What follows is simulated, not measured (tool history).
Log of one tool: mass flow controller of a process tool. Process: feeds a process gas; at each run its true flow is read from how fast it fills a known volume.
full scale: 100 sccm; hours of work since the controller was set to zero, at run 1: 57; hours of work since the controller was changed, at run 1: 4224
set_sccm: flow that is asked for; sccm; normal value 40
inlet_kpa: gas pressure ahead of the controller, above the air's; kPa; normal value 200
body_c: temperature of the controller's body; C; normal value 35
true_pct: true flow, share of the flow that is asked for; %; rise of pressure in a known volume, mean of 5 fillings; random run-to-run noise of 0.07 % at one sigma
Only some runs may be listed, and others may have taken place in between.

run    hour  set_sccm  inlet_kpa  body_c  hours of work since the controller was set to zero  hours of work since the controller was changed  true_pct
  1       0        40        200      35                                                  57                                            4224    100.46
  2   145.3        40        200      35                                                 120                                            4287    100.45
  3   341.1        40        200      35                                                 205                                            4372    100.68
  4   638.7        40        200      35                                                 334                                            4500     100.5
  5   833.3        40        200      35                                                 418                                            4585    100.56
  6  1151.6        40        200      35                                                 556                                            4722    100.46
  7  1294.1        40        200      35                                                 617                                            4784    100.49
  8  1575.9        40        200      35                                                 739                                            4906    100.46
  9  1841.8        40        200      35                                                 854                                            5021    100.72
 10  2095.2        40        146      35                                                 964                                            5130    100.28
 11  2278.7        40        146      35                                                1043                                            5210    100.23
 12  2544.1        40        200      35                                                1158                                            5325    100.51
 13  2694.3        40        200      33                                                1223                                            5390    100.47
 14  2859.5        40        200      33                                                1294                                            5461    100.54
 15  3094.6        12        213      35                                                1396                                            5563     98.67
 16  3330.8        40        173      20                                                1498                                            5665     99.95
 17  3622.1        40        173      20                                                1624                                            5791     99.95
 18  3835.9        40        180      31                                                1717                                            5883     100.3
 19  3979.8       100        180      31                                                1779                                            5946    101.77
 20  4227.9        40        200      26                                                1886                                            6053    100.28
 21  4437.3        40        200      31                                                1977                                            6143    100.38
 22  4736.1        33        172      35                                                2106                                            6273    100.14
 23  4909.6        13        168      35                                                2181                                            6348     97.95
 24  5099.8        54        168      22                                                2264                                            6430    100.56
 25  5324.3        54        171      30                                                2361                                            6527    100.75
 26  5598.7        40        200      37                                                2479                                            6646    100.63

The next listed run, before its measurement:
 27  5785.4        40        200      37                                                2560                                            6727         ?

Run 27 came out at true_pct 100.62 %.
Had the tool carried no hidden state, the very same run would have given true_pct 99.41 %.
